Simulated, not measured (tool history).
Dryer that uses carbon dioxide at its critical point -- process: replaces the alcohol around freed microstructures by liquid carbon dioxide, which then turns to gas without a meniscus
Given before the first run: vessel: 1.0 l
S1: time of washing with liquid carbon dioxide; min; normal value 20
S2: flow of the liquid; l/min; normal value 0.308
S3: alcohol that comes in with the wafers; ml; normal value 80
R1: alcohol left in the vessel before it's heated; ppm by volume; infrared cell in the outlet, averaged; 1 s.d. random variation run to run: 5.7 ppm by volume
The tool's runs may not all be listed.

run,hour,S1,S2,S3,R1
1,0,20,0.308,80,246
2,19.5,20,0.308,80,244
3,45.1,20,0.308,80,250
4,56.6,20,0.308,80,257
5,78.5,20,0.308,80,260
6,97.6,20,0.308,80,252
7,112.3,20,0.467,80,38
8,126,20,0.467,80,35
9,151,20,0.467,80,43
10,167.9,20,0.308,80,273
11,192.7,21,0.308,80,211
12,209.1,25,0.308,80,85
13,222.2,12,0.308,80,2505
14,242.6,31,0.308,80,47
15,260.6,31,0.308,80,55
16,272.5,31,0.308,80,61
17,291.2,31,0.308,80,56
18,303.8,31,0.308,80,60
19,317.1,31,0.308,80,65
20,329.6,20,0.218,80,1602
21,353.7,20,0.218,80,1536
22,366.7,20,0.218,102,2032
23,385,17,0.204,69,3060
# hour 400.2: inlet filter changed
24,400.2,17,0.204,69,2539
25,415.5,23,0.415,56,53
26,431,21,0.308,33,108
27,450.5,17,0.305,20,179
28,462.9,23,0.308,42,104
29,475.1,18,0.308,23,161
30,498.7,25,0.317,93,98
31,513.8,25,0.317,104,105
32,532.9,31,0.308,80,62
33,558.1,15,0.202,61,3487
34,576,15,0.202,61,3606
35,588.2,15,0.286,61,1036
36,602.9,20,0.277,31,226
37,625.6,15,0.419,63,194
38,639.2,15,0.419,106,271
39,658.8,15,0.419,106,287
40,677.1,15,0.309,60,748
41,701,13,0.246,80,4040
42,723.1,13,0.246,80,3844
43,736,13,0.246,80,3867

Pick out some run-to-run changes in R1. Of each, how much would a tool without hidden state show as well, from the settings, what came in and chance, and how much is left for the hidden state and any gauge scatter not in both results compared?
Hidden state present: flow that reaches the vessel past the clogged filter, %; alcohol in the recycled carbon dioxide, ppm; drift of the gauge itself on alcohol_ppm, %.
Run 12 -> 13: S1 25 -> 12. R1 +2420 ppm by volume: hidden state +380, all else +2040.
Run 13 -> 14: S1 12 -> 31. R1 -2458 ppm by volume: hidden state -391, all else -2067.
Run 23 -> 24: inlet filter changed. R1 -521 ppm by volume: hidden state -515, all else -6.
Run 32 -> 33: S1 31 -> 15, S2 0.308 -> 0.202, S3 80 -> 61. R1 +3425 ppm by volume: hidden state +123, all else +3302.
Run 34 -> 35: S2 0.202 -> 0.286. R1 -2570 ppm by volume: hidden state -80, all else -2490.
Run 40 -> 41: S1 15 -> 13, S2 0.309 -> 0.246, S3 60 -> 80. R1 +3292 ppm by volume: hidden state +209, all else +3083.
